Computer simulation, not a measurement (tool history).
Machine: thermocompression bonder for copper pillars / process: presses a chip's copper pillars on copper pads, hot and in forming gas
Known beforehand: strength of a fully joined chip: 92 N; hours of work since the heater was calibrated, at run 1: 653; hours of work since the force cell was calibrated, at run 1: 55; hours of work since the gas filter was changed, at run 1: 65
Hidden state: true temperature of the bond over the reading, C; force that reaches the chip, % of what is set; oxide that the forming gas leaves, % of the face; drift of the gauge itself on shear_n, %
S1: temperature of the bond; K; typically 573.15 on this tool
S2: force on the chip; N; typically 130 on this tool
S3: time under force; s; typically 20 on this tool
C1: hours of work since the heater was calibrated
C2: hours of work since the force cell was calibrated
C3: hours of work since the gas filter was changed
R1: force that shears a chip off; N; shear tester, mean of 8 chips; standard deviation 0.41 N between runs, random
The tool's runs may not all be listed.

run 1 hour=0 | S1=573.15 S2=130 S3=20 | C1=653 C2=55 C3=65 | R1=59.4
run 2 hour=10.7 | S1=573.15 S2=130 S3=20 | C1=659 C2=62 C3=72 | R1=59.7
run 3 hour=22.1 | S1=573.15 S2=130 S3=20 | C1=667 C2=69 C3=79 | R1=59.1
run 4 hour=29 | S1=573.15 S2=190 S3=20 | C1=671 C2=73 C3=84 | R1=70.2
run 5 hour=41.9 | S1=573.15 S2=130 S3=55 | C1=679 C2=81 C3=92 | R1=75.1
run 6 hour=53.1 | S1=573.15 S2=130 S3=55 | C1=686 C2=89 C3=99 | R1=73.4
run 7 hour=61.6 | S1=573.15 S2=130 S3=55 | C1=692 C2=94 C3=104 | R1=73.8
run 8 hour=68.5 | S1=573.15 S2=130 S3=20 | C1=696 C2=98 C3=109 | R1=59.1
run 9 hour=79.9 | S1=573.15 S2=130 S3=20 | C1=703 C2=106 C3=116 | R1=58.8
run 10 hour=92.8 | S1=573.15 S2=130 S3=20 | C1=712 C2=114 C3=124 | R1=58.3
run 11 hour=99.2 | S1=573.15 S2=130 S3=20 | C1=716 C2=118 C3=128 | R1=57.9
run 12 hour=108.4 | S1=573.15 S2=130 S3=20 | C1=721 C2=124 C3=134 | R1=59
run 13 hour=118.3 | S1=573.15 S2=130 S3=20 | C1=728 C2=130 C3=140 | R1=58.1
run 14 hour=125 | S1=573.15 S2=130 S3=20 | C1=732 C2=134 C3=145 | R1=58.4
run 15 hour=134.8 | S1=565.15 S2=130 S3=20 | C1=738 C2=141 C3=151 | R1=54.3
run 16 hour=147.2 | S1=565.15 S2=130 S3=20 | C1=746 C2=148 C3=159 | R1=53.4
run 17 hour=160.5 | S1=565.15 S2=130 S3=24 | C1=755 C2=157 C3=167 | R1=57.3
run 18 hour=169.8 | S1=599.15 S2=110 S3=54 | C1=760 C2=163 C3=173 | R1=78.5
run 19 hour=176.5 | S1=583.15 S2=186 S3=11 | C1=765 C2=167 C3=177 | R1=64.3
run 20 hour=184.5 | S1=583.15 S2=186 S3=11 | C1=770 C2=172 C3=182 | R1=63.7
run 21 hour=191.1 | S1=547.15 S2=79 S3=45 | C1=774 C2=176 C3=187 | R1=42.5
run 22 hour=203.1 | S1=603.15 S2=130 S3=48 | C1=782 C2=184 C3=194 | R1=81.3
run 23 hour=213.8 | S1=573.15 S2=130 S3=55 | C1=788 C2=191 C3=201 | R1=72.3
-- hour=218.5 forming gas filter changed
run 24 hour=223.7 | S1=573.15 S2=133 S3=26 | C1=794 C2=197 C3=3 | R1=65.6
run 25 hour=229.7 | S1=560.15 S2=82 S3=55 | C1=798 C2=201 C3=7 | R1=56
run 26 hour=238.5 | S1=573.15 S2=80 S3=20 | C1=804 C2=206 C3=13 | R1=46.1
run 27 hour=246.5 | S1=550.15 S2=94 S3=18 | C1=809 C2=211 C3=18 | R1=36.8
run 28 hour=252.7 | S1=550.15 S2=138 S3=20 | C1=813 C2=215 C3=22 | R1=50
run 29 hour=262.7 | S1=550.15 S2=138 S3=20 | C1=819 C2=222 C3=28 | R1=49.5
run 30 hour=270.6 | S1=567.15 S2=174 S3=20 | C1=824 C2=227 C3=33 | R1=65.7
run 31 hour=283.5 | S1=592.15 S2=130 S3=37 | C1=832 C2=235 C3=41 | R1=78.3
run 32 hour=289.9 | S1=583.15 S2=130 S3=20 | C1=836 C2=239 C3=45 | R1=65.8
run 33 hour=297.8 | S1=583.15 S2=130 S3=15 | C1=842 C2=244 C3=50 | R1=60.8
run 34 hour=310.5 | S1=589.15 S2=130 S3=22 | C1=850 C2=252 C3=58 | R1=70

What if the next run were any one of these 5? Each begins from the tool's condition after run 34:
run A hour=318.3 | S1=582.15 S2=83 S3=13 | C1=855 C2=257 C3=63 | R1=?
run B hour=318.3 | S1=593.15 S2=111 S3=15 | C1=855 C2=257 C3=63 | R1=?
run C hour=318.3 | S1=582.15 S2=130 S3=20 | C1=855 C2=257 C3=63 | R1=?
run D hour=318.3 | S1=589.15 S2=154 S3=37 | C1=855 C2=257 C3=63 | R1=?
run E hour=318.3 | S1=573.15 S2=163 S3=20 | C1=855 C2=257 C3=63 | R1=?

run=A R1=44.5
run=B R1=61.8
run=C R1=64.3
run=D R1=81
run=E R1=66.7
Stripped of hidden state, with their random variation kept, the same runs would have yielded:
run=A R1=41.5
run=B R1=58.9
run=C R1=61.5
run=D R1=79.7
run=E R1=63.8
